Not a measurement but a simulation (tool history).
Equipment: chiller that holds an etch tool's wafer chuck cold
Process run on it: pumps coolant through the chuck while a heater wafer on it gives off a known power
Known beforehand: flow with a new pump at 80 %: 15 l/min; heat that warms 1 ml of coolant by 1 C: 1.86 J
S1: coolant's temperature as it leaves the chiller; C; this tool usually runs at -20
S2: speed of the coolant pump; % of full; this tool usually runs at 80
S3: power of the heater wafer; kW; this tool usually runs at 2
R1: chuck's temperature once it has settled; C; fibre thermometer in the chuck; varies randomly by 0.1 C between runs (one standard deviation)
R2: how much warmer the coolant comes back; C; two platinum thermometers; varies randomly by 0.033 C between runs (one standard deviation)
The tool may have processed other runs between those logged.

Run 1, hour 0: usual settings. Result: R1 -6.5 C, R2 4.33 C.
Run 2, hour 53: usual settings. Result: R1 -6.5 C, R2 4.28 C.
Run 3, hour 95.6: usual settings. Result: R1 -6.2 C, R2 4.28 C.
Run 4, hour 133.3: usual settings. Result: R1 -6.5 C, R2 4.32 C.
Run 5, hour 175.8: usual settings. Result: R1 -6.4 C, R2 4.27 C.
Run 6, hour 210.2: usual settings but S3 2.053 kW. Result: R1 -6.2 C, R2 4.42 C.
Run 7, hour 243.2: usual settings but S3 2.053 kW. Result: R1 -6.4 C, R2 4.38 C.
Run 8, hour 294.6: usual settings but S3 2.053 kW. Result: R1 -6.2 C, R2 4.34 C.
Run 9, hour 352.7: usual settings but S3 2.053 kW. Result: R1 -6.2 C, R2 4.36 C.
Run 10, hour 397.5: usual settings but S3 2.195 kW. Result: R1 -5.1 C, R2 4.69 C.
Run 11, hour 445.4: usual settings but S3 1.477 kW. Result: R1 -10.2 C, R2 3.14 C.
Run 12, hour 507.2: usual settings but S1 -18 C. Result: R1 -4.5 C, R2 4.18 C.
Run 13, hour 532.6: usual settings but S1 -15 C, S2 72 % of full. Result: R1 -0.4 C, R2 4.68 C.
Run 14, hour 580.4: usual settings but S1 -28 C, S2 89 % of full, S3 2.603 kW. Result: R1 -12 C, R2 4.89 C.
Run 15, hour 608.6: usual settings but S2 97 % of full, S3 1.207 kW. Result: R1 -13 C, R2 2.01 C.
Run 16, hour 656.2: usual settings but S2 97 % of full, S3 1.207 kW. Result: R1 -13.1 C, R2 2.07 C.
Run 17, hour 690.5: usual settings but S1 -29 C, S2 100 % of full, S3 1.838 kW. Result: R1 -18.8 C, R2 2.98 C.
Run 18, hour 741.4: usual settings but S1 -28 C, S2 67 % of full, S3 1.101 kW. Result: R1 -19.5 C, R2 2.62 C.
Run 19, hour 793: usual settings but S1 -23 C, S2 77 % of full, S3 2.101 kW. Result: R1 -8.4 C, R2 4.48 C.
Run 20, hour 837.7: usual settings but S1 -12 C, S2 96 % of full, S3 1.565 kW. Result: R1 -3 C, R2 2.62 C.
Run 21, hour 893.2: usual settings but S1 -12 C, S2 93 % of full, S3 2.237 kW. Result: R1 1.3 C, R2 3.86 C.
Run 22, hour 923.6: usual settings but S1 -12 C, S2 61 % of full, S3 1.102 kW. Result: R1 -2.5 C, R2 2.94 C.

For some of the steps in R2 from one run to the next: how much would appear even if the tool had no hidden state, given the settings, what came in and random variation, and how much remains for the hidden state plus any gauge scatter that the measured result and the result without hidden state don't share?
Hidden state present: heat passed by the chuck's channels, % of clean ones'; flow at a given pump speed, % of a new pump's; coolant's true temperature over the reading, C; drift of the gauge itself on chuck_c, C; drift of the gauge itself on warmer_back_c, C.
Run 2 -> 3: nothing adjusted, nothing logged. R2 +0 C: hidden state -0.02, all else +0.02.
Run 7 -> 8: nothing adjusted, nothing logged. R2 -0.04 C: hidden state -0.02, all else -0.02.
Run 14 -> 15: S1 -28 -> -20, S2 89 -> 97, S3 2.603 -> 1.207. R2 -2.88 C: hidden state -0.01, all else -2.87.
Run 18 -> 19: S1 -28 -> -23, S2 67 -> 77, S3 1.101 -> 2.101. R2 +1.86 C: hidden state -0.01, all else +1.87.
